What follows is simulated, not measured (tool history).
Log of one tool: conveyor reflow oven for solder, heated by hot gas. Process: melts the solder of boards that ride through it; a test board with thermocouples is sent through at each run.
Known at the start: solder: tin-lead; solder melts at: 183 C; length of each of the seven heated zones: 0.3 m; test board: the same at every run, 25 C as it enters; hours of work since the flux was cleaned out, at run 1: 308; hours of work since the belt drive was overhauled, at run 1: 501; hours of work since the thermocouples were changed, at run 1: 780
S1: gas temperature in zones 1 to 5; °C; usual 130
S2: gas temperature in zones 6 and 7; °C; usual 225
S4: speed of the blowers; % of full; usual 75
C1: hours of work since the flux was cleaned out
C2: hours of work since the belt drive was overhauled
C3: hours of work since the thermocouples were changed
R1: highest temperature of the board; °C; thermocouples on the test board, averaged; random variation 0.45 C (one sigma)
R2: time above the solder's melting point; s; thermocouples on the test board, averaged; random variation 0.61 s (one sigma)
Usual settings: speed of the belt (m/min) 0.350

run 1 hour=0.0 | S1=130 S2=225 speed_of_the_belt_(m/min)=0.350 S4=75 | C1=308 C2=501 C3=780 | R1=201.0 R2=49.2
run 2 hour=16.7 | S1=130 S2=232 speed_of_the_belt_(m/min)=0.350 S4=75 | C1=318 C2=512 C3=790 | R1=206.7 R2=58.1
run 3 hour=33.7 | S1=130 S2=232 speed_of_the_belt_(m/min)=0.350 S4=75 | C1=328 C2=522 C3=800 | R1=206.9 R2=58.0
run 4 hour=51.5 | S1=130 S2=227 speed_of_the_belt_(m/min)=0.350 S4=75 | C1=339 C2=532 C3=811 | R1=201.6 R2=51.0
run 5 hour=63.0 | S1=133 S2=227 speed_of_the_belt_(m/min)=0.350 S4=75 | C1=346 C2=539 C3=818 | R1=203.3 R2=54.2
run 6 hour=84.2 | S1=130 S2=225 speed_of_the_belt_(m/min)=0.350 S4=75 | C1=358 C2=552 C3=831 | R1=200.3 R2=49.0
run 7 hour=99.7 | S1=130 S2=225 speed_of_the_belt_(m/min)=0.350 S4=75 | C1=368 C2=561 C3=840 | R1=199.8 R2=48.3
-- hour=115.8 flux residue cleaned out of gas plates and filters
run 8 hour=124.1 | S1=130 S2=225 speed_of_the_belt_(m/min)=0.350 S4=75 | C1=5 C2=573 C3=852 | R1=204.3 R2=56.3
run 9 hour=144.3 | S1=130 S2=222 speed_of_the_belt_(m/min)=0.350 S4=75 | C1=17 C2=585 C3=864 | R1=201.9 R2=51.5
run 10 hour=162.1 | S1=130 S2=222 speed_of_the_belt_(m/min)=0.350 S4=64 | C1=28 C2=596 C3=874 | R1=199.1 R2=44.8
-- hour=167.4 belt drive overhauled, speed set with a stopwatch
run 11 hour=179.2 | S1=130 S2=222 speed_of_the_belt_(m/min)=0.350 S4=64 | C1=36 C2=7 C3=882 | R1=198.9 R2=45.0
run 12 hour=200.7 | S1=130 S2=222 speed_of_the_belt_(m/min)=0.350 S4=64 | C1=49 C2=20 C3=895 | R1=198.8 R2=45.8
run 13 hour=217.5 | S1=130 S2=222 speed_of_the_belt_(m/min)=0.350 S4=64 | C1=59 C2=30 C3=905 | R1=197.7 R2=44.9
run 14 hour=232.4 | S1=130 S2=222 speed_of_the_belt_(m/min)=0.350 S4=64 | C1=68 C2=39 C3=914 | R1=197.9 R2=45.4
-- hour=247.0 belt drive overhauled, speed set with a stopwatch, once more
run 15 hour=259.3 | S1=130 S2=225 speed_of_the_belt_(m/min)=0.350 S4=75 | C1=81 C2=7 C3=928 | R1=202.6 R2=52.8
run 16 hour=270.9 | S1=120 S2=237 speed_of_the_belt_(m/min)=0.350 S4=84 | C1=88 C2=14 C3=935 | R1=211.8 R2=63.2
run 17 hour=291.2 | S1=131 S2=217 speed_of_the_belt_(m/min)=0.371 S4=53 | C1=100 C2=27 C3=947 | R1=188.1 R2=17.2
run 18 hour=312.4 | S1=120 S2=240 speed_of_the_belt_(m/min)=0.343 S4=61 | C1=113 C2=39 C3=960 | R1=208.6 R2=59.7
run 19 hour=334.5 | S1=120 S2=240 speed_of_the_belt_(m/min)=0.343 S4=61 | C1=126 C2=53 C3=973 | R1=209.4 R2=59.1
run 20 hour=349.5 | S1=130 S2=221 speed_of_the_belt_(m/min)=0.350 S4=69 | C1=135 C2=61 C3=982 | R1=197.8 R2=42.9
run 21 hour=371.9 | S1=130 S2=221 speed_of_the_belt_(m/min)=0.350 S4=69 | C1=149 C2=75 C3=995 | R1=197.2 R2=43.1
run 22 hour=390.9 | S1=130 S2=221 speed_of_the_belt_(m/min)=0.385 S4=69 | C1=160 C2=86 C3=1007 | R1=193.9 R2=30.9
run 23 hour=415.8 | S1=130 S2=221 speed_of_the_belt_(m/min)=0.361 S4=69 | C1=175 C2=101 C3=1022 | R1=196.1 R2=37.8
run 24 hour=431.2 | S1=130 S2=221 speed_of_the_belt_(m/min)=0.361 S4=69 | C1=184 C2=110 C3=1031 | R1=195.5 R2=37.7
run 25 hour=456.0 | S1=126 S2=230 speed_of_the_belt_(m/min)=0.380 S4=67 | C1=199 C2=125 C3=1046 | R1=198.5 R2=39.7
run 26 hour=468.2 | S1=130 S2=222 speed_of_the_belt_(m/min)=0.350 S4=75 | C1=207 C2=133 C3=1053 | R1=198.3 R2=45.8
run 27 hour=489.1 | S1=130 S2=239 speed_of_the_belt_(m/min)=0.316 S4=75 | C1=219 C2=145 C3=1066 | R1=215.4 R2=78.7
run 28 hour=502.3 | S1=130 S2=225 speed_of_the_belt_(m/min)=0.304 S4=75 | C1=227 C2=153 C3=1074 | R1=205.2 R2=67.8
run 29 hour=522.0 | S1=130 S2=225 speed_of_the_belt_(m/min)=0.304 S4=75 | C1=239 C2=165 C3=1085 | R1=205.5 R2=67.7
run 30 hour=541.6 | S1=130 S2=225 speed_of_the_belt_(m/min)=0.304 S4=75 | C1=251 C2=177 C3=1097 | R1=204.5 R2=67.4

Some steps in R1 between neighbouring runs. How much of each would the tool show without its hidden state too (settings, what came in, random variation), and how much is left for the hidden state, with any gauge scatter that isn't in both results?
The hidden state here: heat that the gas passes to the board, % of a clean oven's; belt's true speed, % of the reading; true gas temperature in zones 6 and 7 over the reading, C; drift of the gauge itself on peak_c, C; drift of the gauge itself on liquid_s, %.
Run 7 -> 8: flux residue cleaned out of gas plates and filters. R1 +4.5 °C: hidden state +4.0, all else +0.5.
Run 14 -> 15: S2 222 -> 225, S4 64 -> 75, belt drive overhauled, speed set with a stopwatch, once more. R1 +4.7 °C: hidden state -0.6, all else +5.3.
Run 16 -> 17: S1 120 -> 131, S2 237 -> 217, speed of the belt (m/min) 0.350 -> 0.371, S4 84 -> 53. R1 -23.7 °C: hidden state +0.5, all else -24.2.
Run 17 -> 18: S1 131 -> 120, S2 217 -> 240, speed of the belt (m/min) 0.371 -> 0.343, S4 53 -> 61. R1 +20.5 °C: hidden state -0.7, all else +21.2.
Run 26 -> 27: S2 222 -> 239, speed of the belt (m/min) 0.350 -> 0.316. R1 +17.1 °C: hidden state -0.5, all else +17.6.

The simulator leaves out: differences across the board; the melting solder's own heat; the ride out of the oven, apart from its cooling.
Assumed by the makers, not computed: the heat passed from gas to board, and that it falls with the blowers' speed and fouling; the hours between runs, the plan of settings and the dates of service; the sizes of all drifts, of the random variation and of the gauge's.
